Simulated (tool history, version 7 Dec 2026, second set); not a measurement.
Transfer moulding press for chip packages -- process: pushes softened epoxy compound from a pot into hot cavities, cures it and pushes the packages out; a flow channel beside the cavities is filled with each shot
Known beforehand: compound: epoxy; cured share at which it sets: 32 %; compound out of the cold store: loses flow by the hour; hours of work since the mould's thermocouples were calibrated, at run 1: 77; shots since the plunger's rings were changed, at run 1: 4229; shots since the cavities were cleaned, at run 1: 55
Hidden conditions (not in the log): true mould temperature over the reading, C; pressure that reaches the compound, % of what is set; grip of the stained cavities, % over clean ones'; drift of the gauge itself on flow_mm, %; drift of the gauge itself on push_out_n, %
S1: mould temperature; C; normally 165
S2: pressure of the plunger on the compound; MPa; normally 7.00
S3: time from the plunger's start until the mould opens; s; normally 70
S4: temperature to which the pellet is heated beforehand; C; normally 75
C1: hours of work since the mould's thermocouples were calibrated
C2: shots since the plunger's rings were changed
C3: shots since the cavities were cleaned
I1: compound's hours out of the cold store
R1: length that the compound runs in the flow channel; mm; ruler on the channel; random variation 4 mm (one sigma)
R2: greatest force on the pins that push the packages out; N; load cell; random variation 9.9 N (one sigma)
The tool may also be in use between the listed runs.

run,hour,S1,S2,S3,S4,C1,C2,C3,I1,R1,R2
1,0.0,165,7.00,70,75,77,4229,55,13.2,592,555
2,5.6,165,7.00,70,75,80,4300,126,18.2,582,589
3,13.9,165,7.00,70,75,84,4406,232,21.8,569,646
4,19.8,165,7.00,70,75,87,4480,306,26.0,569,711
5,26.8,165,7.00,70,75,90,4570,396,9.7,591,762
# hour 31.5: cavities cleaned with cleaning compound and waxed
6,34.5,165,7.00,70,75,94,4649,39,21.6,570,851
7,42.8,165,7.00,70,75,98,4753,143,40.1,536,848
8,52.4,165,7.00,70,75,102,4876,266,12.4,577,802
9,59.1,165,7.00,70,75,105,4960,350,33.7,546,826
# hour 63.1: cavities cleaned with cleaning compound and waxed, once more
10,72.8,165,7.00,70,75,111,5116,124,42.2,534,585
11,79.8,165,7.00,70,75,115,5205,213,12.0,581,659
12,88.8,165,7.00,70,75,119,5319,327,28.5,548,696
13,96.7,165,7.00,95,75,123,5419,427,46.7,524,614
# hour 98.9: cavities cleaned with cleaning compound and waxed
14,105.9,165,7.00,95,75,127,5518,90,12.2,574,477
15,112.2,165,7.00,95,75,130,5597,169,44.3,524,520
16,123.7,165,7.34,70,69,136,5743,315,30.2,558,705
# hour 134.9: cavities cleaned with cleaning compound and waxed
17,135.6,165,7.00,69,81,141,5875,9,10.8,577,479
18,143.3,158,7.02,69,81,144,5973,107,47.9,539,873
19,151.3,165,7.32,83,80,148,6075,209,40.4,539,554
20,156.6,165,8.14,64,74,151,6142,276,14.2,611,807
21,169.0,166,8.14,64,67,157,6299,433,30.0,582,834
# hour 171.2: cavities cleaned with cleaning compound and waxed
22,176.7,171,5.74,107,80,160,6378,69,26.4,479,445
23,183.4,162,5.74,67,80,163,6463,154,38.8,489,721
24,191.4,162,5.74,67,80,167,6565,256,11.4,521,866
25,198.4,165,7.00,71,75,171,6654,345,40.8,519,688
# hour 207.2: cavities cleaned with cleaning compound and waxed
26,209.2,165,7.63,71,72,175,6773,26,29.1,559,503
# hour 216.7: plunger's sealing rings changed
27,216.7,170,7.64,60,75,178,0,89,46.2,575,549
28,228.7,165,7.76,70,75,183,152,241,25.3,626,644

Predict each of these 4 candidate next runs independently; none follows another, all start after run 28:
A,236.8,173,6.36,98,75,187,255,344,15.4,?,?
B,236.8,165,8.03,110,75,187,255,344,33.0,?,?
C,236.8,165,8.18,100,75,187,255,344,32.1,?,?
D,236.8,165,7.76,101,75,187,255,344,36.0,?,?

run,R1,R2
A,567,601
B,625,600
C,640,603
D,610,578
With no hidden state in the tool, these same runs would have given:
run,R1,R2
A,571,389
B,629,387
C,644,392
D,614,375
